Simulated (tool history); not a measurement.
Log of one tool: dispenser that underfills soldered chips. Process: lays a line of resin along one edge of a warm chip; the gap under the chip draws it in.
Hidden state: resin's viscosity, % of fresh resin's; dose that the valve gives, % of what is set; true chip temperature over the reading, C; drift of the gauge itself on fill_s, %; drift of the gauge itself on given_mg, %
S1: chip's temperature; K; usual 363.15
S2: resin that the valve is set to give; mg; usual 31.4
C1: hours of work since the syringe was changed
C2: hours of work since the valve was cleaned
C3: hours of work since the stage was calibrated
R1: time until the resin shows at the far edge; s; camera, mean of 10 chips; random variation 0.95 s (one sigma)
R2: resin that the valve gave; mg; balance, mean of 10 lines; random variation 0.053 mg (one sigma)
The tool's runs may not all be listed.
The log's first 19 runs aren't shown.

run   hour      S1    S2  C1  C2   C3     R1     R2
      85.0  -- new syringe of resin
 20   89.4  369.15  31.6   3  27  168   95.3  31.18
 21   93.8  364.15  33.7   6  30  170  142.1  33.28
 22   99.8  360.15  32.0   9  34  174  215.3  31.55
     101.5  -- new syringe of resin
 23  105.2  360.15  32.0   2  37  178  116.8  31.41
 24  109.1  360.15  32.0   5  40  180  145.7  31.43
 25  111.9  360.15  32.0   7  41  182  166.7  31.40
     113.5  -- dispensing valve cleaned and set on the balance
 26  117.9  363.15  34.3  10   3  185  193.5  34.17
     118.5  -- new syringe of resin
 27  124.2  363.15  34.3   4   7  189  120.5  34.21
 28  128.9  363.15  34.3   7  10  192  152.9  34.12
 29  134.2  371.15  35.8  10  13  195  156.8  35.51
     134.9  -- new syringe of resin
 30  138.6  370.15  39.6   2  16  198   86.2  39.34
 31  143.9  370.15  39.6   6  19  201  111.4  39.20
 32  150.6  370.15  39.6  10  23  206  159.6  39.13
     151.5  -- new syringe of resin
 33  155.1  367.15  35.4   2  26  208   97.1  34.91
 34  160.3  363.15  35.3   6  29  212  141.4  34.70
 35  165.0  368.15  33.5   9  32  215  152.9  32.92
     167.9  -- new syringe of resin
 36  171.0  349.15  28.6   2  36  218  173.3  28.08
 37  175.7  359.15  39.8   5  39  221  154.7  38.96

Forecast each of these 3 alternatives for the next run:
     180.8  -- dispensing valve cleaned and set on the balance
  A  182.7  352.15  28.2   9   1  225   ?   ?
     180.8  -- dispensing valve cleaned and set on the balance
  B  182.7  354.15  38.4   9   1  225   ?   ?
     180.8  -- dispensing valve cleaned and set on the balance
  C  182.7  368.15  39.8   9   1  225   ?   ?

run     R1     R2
  A  271.3  28.25
  B  249.5  38.44
  C  155.5  39.81
Without the tool's hidden state the same runs would have given:
run     R1     R2
  A  131.7  28.23
  B  121.4  38.42
  C   75.8  39.78
